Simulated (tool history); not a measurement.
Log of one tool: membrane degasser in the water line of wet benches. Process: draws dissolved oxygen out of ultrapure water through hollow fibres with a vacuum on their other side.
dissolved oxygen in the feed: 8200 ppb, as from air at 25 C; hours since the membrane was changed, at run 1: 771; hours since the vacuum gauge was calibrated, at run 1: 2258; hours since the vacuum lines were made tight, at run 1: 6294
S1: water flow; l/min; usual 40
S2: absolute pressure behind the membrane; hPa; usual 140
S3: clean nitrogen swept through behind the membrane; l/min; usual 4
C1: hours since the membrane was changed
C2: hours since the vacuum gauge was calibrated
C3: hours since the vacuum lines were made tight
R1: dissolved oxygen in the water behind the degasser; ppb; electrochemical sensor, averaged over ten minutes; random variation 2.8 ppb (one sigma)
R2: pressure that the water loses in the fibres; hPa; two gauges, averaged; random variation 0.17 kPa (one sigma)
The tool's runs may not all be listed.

| run | day | S1 | S2 | S3 | C1 | C2 | C3 | R1 | R2 |
|---|---|---|---|---|---|---|---|---|---|
| 1 | 0 | 40 | 140 | 4 | 771 | 2258 | 6294 | 288.1 | 259.9 |
| 2 | 2.712 | 40 | 140 | 4 | 837 | 2323 | 6359 | 289.4 | 261.4 |
| 3 | 9.204 | 40 | 140 | 4 | 992 | 2479 | 6515 | 285.9 | 260.5 |
| 4 | 14.062 | 40 | 140 | 4 | 1109 | 2596 | 6631 | 286.7 | 261.7 |
| 5 | 19.712 | 40 | 140 | 4 | 1245 | 2731 | 6767 | 287.1 | 260 |
| 6 | 24.992 | 40 | 140 | 4 | 1371 | 2858 | 6894 | 289.6 | 262.5 |
| 7 | 28.058 | 40 | 140 | 4 | 1445 | 2932 | 6967 | 286.2 | 260.2 |
| 8 | 33.208 | 40 | 128 | 4 | 1568 | 3055 | 7091 | 257.9 | 262 |
| 9 | 36.642 | 40 | 140 | 4 | 1651 | 3138 | 7173 | 287.3 | 261.5 |
| 10 | 40.571 | 40 | 140 | 4 | 1745 | 3232 | 7268 | 288 | 262.9 |
| 11 | 45.908 | 29 | 140 | 4 | 1873 | 3360 | 7396 | 205.1 | 190.9 |
| 12 | 48.692 | 29 | 140 | 4 | 1940 | 3427 | 7462 | 204.5 | 189.6 |
| 13 | 54.754 | 29 | 140 | 4 | 2086 | 3572 | 7608 | 206.5 | 189.2 |
| 14 | 60.042 | 57 | 140 | 4 | 2212 | 3699 | 7735 | 419.7 | 373.6 |
| 15 | 66.321 | 57 | 140 | 4 | 2363 | 3850 | 7885 | 421.9 | 375.3 |
| 16 | 72.904 | 57 | 140 | 4 | 2521 | 4008 | 8043 | 416.8 | 377.4 |
| 17 | 76.05 | 50 | 321 | 9.1 | 2597 | 4083 | 8119 | 432.8 | 329.1 |
| 18 | 81.571 | 40 | 111 | 7.5 | 2729 | 4216 | 8251 | 142.7 | 260.5 |
|  | 81.921 | vacuum gauge calibrated |
| 19 | 86.792 | 40 | 98 | 10.17 | 2854 | 117 | 8376 | 103.6 | 265.2 |
| 20 | 90.608 | 40 | 98 | 10.17 | 2946 | 208 | 8468 | 105.5 | 264 |
| 21 | 95.838 | 39 | 126 | 4 | 3071 | 334 | 8593 | 250.6 | 257.5 |
| 22 | 99.654 | 39 | 321 | 10.6 | 3163 | 426 | 8685 | 285.8 | 259.1 |
| 23 | 104.808 | 53 | 94 | 2.51 | 3286 | 549 | 8809 | 359.5 | 349 |
| 24 | 109.758 | 53 | 94 | 2.51 | 3405 | 668 | 8927 | 367.6 | 350.6 |
| 25 | 113.838 | 55 | 93 | 8.76 | 3503 | 766 | 9025 | 171.2 | 365.3 |
| 26 | 118.662 | 40 | 140 | 8.83 | 3619 | 882 | 9141 | 165.1 | 266.2 |
|  | 119.579 | vacuum gauge calibrated, once more |
| 27 | 122.608 | 40 | 140 | 8.83 | 3713 | 73 | 9235 | 157 | 266 |
| 28 | 126.367 | 40 | 205 | 7.2 | 3803 | 163 | 9326 | 267.2 | 263.4 |
| 29 | 129.875 | 40 | 205 | 7.2 | 3887 | 247 | 9410 | 266.2 | 263.5 |

Some steps in R1 between neighbouring runs. How much of each would the tool show without its hidden state too (settings, what came in, random variation), and how much is left for the hidden state, with any gauge scatter that isn't in both results?
The hidden state here: membrane still open, %; true pressure behind the membrane over the reading, kPa; air that leaks in behind the membrane, l/min; drift of the gauge itself on oxygen_ppb, %; drift of the gauge itself on loss_of_pressure_kpa, %.
Run 13 -> 14: S1 29 -> 57. R1 +213.2 ppb: hidden state +5.2, all else +208.
Run 17 -> 18: S1 50 -> 40, S2 321 -> 111, S3 9.1 -> 7.5. R1 -290.1 ppb: hidden state -1.2, all else -288.9.
Run 22 -> 23: S1 39 -> 53, S2 321 -> 94, S3 10.6 -> 2.51. R1 +73.7 ppb: hidden state +16.7, all else +57.
Run 24 -> 25: S1 53 -> 55, S2 94 -> 93, S3 2.51 -> 8.76. R1 -196.4 ppb: hidden state -12.3, all else -184.1.
